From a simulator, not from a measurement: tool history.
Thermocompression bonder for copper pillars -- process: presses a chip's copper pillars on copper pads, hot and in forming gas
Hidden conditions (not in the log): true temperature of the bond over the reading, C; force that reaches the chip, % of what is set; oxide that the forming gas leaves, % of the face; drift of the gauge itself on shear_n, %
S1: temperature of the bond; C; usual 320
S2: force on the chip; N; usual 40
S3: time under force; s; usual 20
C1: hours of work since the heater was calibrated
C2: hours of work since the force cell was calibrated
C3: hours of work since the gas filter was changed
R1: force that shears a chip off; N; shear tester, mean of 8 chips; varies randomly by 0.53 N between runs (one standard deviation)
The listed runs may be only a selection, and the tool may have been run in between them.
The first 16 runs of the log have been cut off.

run,day,S1,S2,S3,C1,C2,C3,R1
# day 33.488: heater calibrated with a thermocouple chip
17,36.125,320,32,49,43,1030,137,41.5
18,37.767,320,40,42,69,1057,163,44.3
# day 38.633: forming gas filter changed
19,39.104,320,40,42,90,1078,8,46.2
20,40.721,320,40,42,116,1104,34,46.4
21,43.038,328,57,50,154,1142,71,59.5
22,45.000,317,41,25,186,1173,103,35.3
23,46.954,320,43,22,217,1205,134,35.0
# day 48.988: heater calibrated with a thermocouple chip, once more
24,49.075,320,54,25,1,1238,167,47.7
# day 49.825: forming gas filter changed
25,51.504,334,36,18,40,1277,27,44.2
26,52.996,334,36,18,64,1301,51,43.5
27,55.708,334,36,18,108,1345,95,42.5
28,57.633,334,54,18,139,1376,126,50.2
# day 58.217: force cell calibrated
29,59.054,334,54,18,161,14,148,48.6
# day 61.000: forming gas filter changed
30,62.225,334,34,11,212,64,20,34.0
31,65.325,334,34,11,262,115,70,32.4
32,67.638,334,34,11,300,152,107,32.1
33,69.083,316,52,16,323,175,131,36.4
34,70.708,316,52,16,349,201,157,36.2
# day 72.167: forming gas filter changed
35,73.771,316,52,16,398,251,26,37.7
36,75.279,316,28,16,423,275,50,26.0
37,77.162,300,40,20,453,305,81,27.3
38,79.233,303,55,28,487,339,114,39.8
39,80.888,323,40,22,513,366,141,38.7

Alternative continuations, all from the tool just after run 39; predict every row:
# day 83.154: forming gas filter changed
A,83.396,340,54,22,553,406,4,?
# day 83.154: forming gas filter changed
B,83.396,295,50,18,553,406,4,?
# day 83.154: forming gas filter changed
C,83.396,320,39,20,553,406,4,?
# day 83.154: forming gas filter changed
D,83.396,320,40,27,553,406,4,?

run,R1
A,58.5
B,27.8
C,36.3
D,41.8
What these runs would have given with no unlogged condition in the tool:
run,R1
A,59.6
B,28.8
C,37.4
D,42.9
